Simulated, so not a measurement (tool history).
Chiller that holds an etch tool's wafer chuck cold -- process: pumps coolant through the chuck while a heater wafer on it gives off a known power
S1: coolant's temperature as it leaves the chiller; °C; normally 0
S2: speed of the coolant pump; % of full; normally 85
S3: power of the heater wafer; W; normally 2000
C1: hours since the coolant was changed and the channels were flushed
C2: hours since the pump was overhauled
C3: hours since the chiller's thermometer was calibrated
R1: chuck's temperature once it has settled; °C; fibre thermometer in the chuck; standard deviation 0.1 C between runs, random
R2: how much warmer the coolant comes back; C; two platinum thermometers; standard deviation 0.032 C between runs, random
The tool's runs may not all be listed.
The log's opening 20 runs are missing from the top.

{"run": 21, "hour": 2036.8, "S1": 3, "S2": 76, "S3": 1594, "C1": 1697, "C2": 4357, "C3": 850, "R1": 19.6, "R2": 4.09}
{"run": 22, "hour": 2154.5, "S1": 3, "S2": 76, "S3": 1594, "C1": 1815, "C2": 4474, "C3": 968, "R1": 19.6, "R2": 4.07}
{"run": 23, "hour": 2217.6, "S1": 8, "S2": 76, "S3": 2860, "C1": 1878, "C2": 4537, "C3": 1031, "R1": 38.1, "R2": 7.32}
{"hour": 2293.4, "done": "coolant pump overhauled"}
{"run": 24, "hour": 2293.4, "S1": 8, "S2": 76, "S3": 2860, "C1": 1949, "C2": 0, "C3": 1102, "R1": 36.2, "R2": 6.47}
{"run": 25, "hour": 2406.6, "S1": 8, "S2": 76, "S3": 2860, "C1": 2062, "C2": 113, "C3": 1215, "R1": 36.4, "R2": 6.48}
{"run": 26, "hour": 2468.8, "S1": 8, "S2": 76, "S3": 2860, "C1": 2124, "C2": 175, "C3": 1277, "R1": 36.3, "R2": 6.45}
{"run": 27, "hour": 2528.8, "S1": -6, "S2": 82, "S3": 2860, "C1": 2184, "C2": 235, "C3": 1337, "R1": 21.5, "R2": 6.01}
{"run": 28, "hour": 2650.3, "S1": -7, "S2": 82, "S3": 2708, "C1": 2306, "C2": 357, "C3": 1459, "R1": 19.5, "R2": 5.74}
{"run": 29, "hour": 2777.6, "S1": -7, "S2": 82, "S3": 2708, "C1": 2433, "C2": 484, "C3": 1586, "R1": 19.5, "R2": 5.75}
{"run": 30, "hour": 2880.0, "S1": -7, "S2": 82, "S3": 2708, "C1": 2535, "C2": 587, "C3": 1689, "R1": 19.5, "R2": 5.72}
{"run": 31, "hour": 2958.6, "S1": -7, "S2": 82, "S3": 2708, "C1": 2614, "C2": 665, "C3": 1767, "R1": 19.7, "R2": 5.77}

Alternative continuations, all from the tool just after run 31; predict every row:
{"run": "A", "hour": 3036.4, "S1": 9, "S2": 93, "S3": 2999, "C1": 2692, "C2": 743, "C3": 1845, "R1": "?", "R2": "?"}
{"run": "B", "hour": 3036.4, "S1": 0, "S2": 61, "S3": 2000, "C1": 2692, "C2": 743, "C3": 1845, "R1": "?", "R2": "?"}
{"run": "C", "hour": 3036.4, "S1": 7, "S2": 63, "S3": 2000, "C1": 2692, "C2": 743, "C3": 1845, "R1": "?", "R2": "?"}
{"run": "D", "hour": 3036.4, "S1": 0, "S2": 85, "S3": 2121, "C1": 2692, "C2": 743, "C3": 1845, "R1": "?", "R2": "?"}

run=A R1=36.9 R2=5.67
run=B R1=22.6 R2=5.71
run=C R1=29.3 R2=5.52
run=D R1=20.6 R2=4.40
Without the tool's hidden state the same runs would have given:
run=A R1=34.3 R2=5.56
run=B R1=20.6 R2=5.59
run=C R1=27.4 R2=5.40
run=D R1=18.8 R2=4.31

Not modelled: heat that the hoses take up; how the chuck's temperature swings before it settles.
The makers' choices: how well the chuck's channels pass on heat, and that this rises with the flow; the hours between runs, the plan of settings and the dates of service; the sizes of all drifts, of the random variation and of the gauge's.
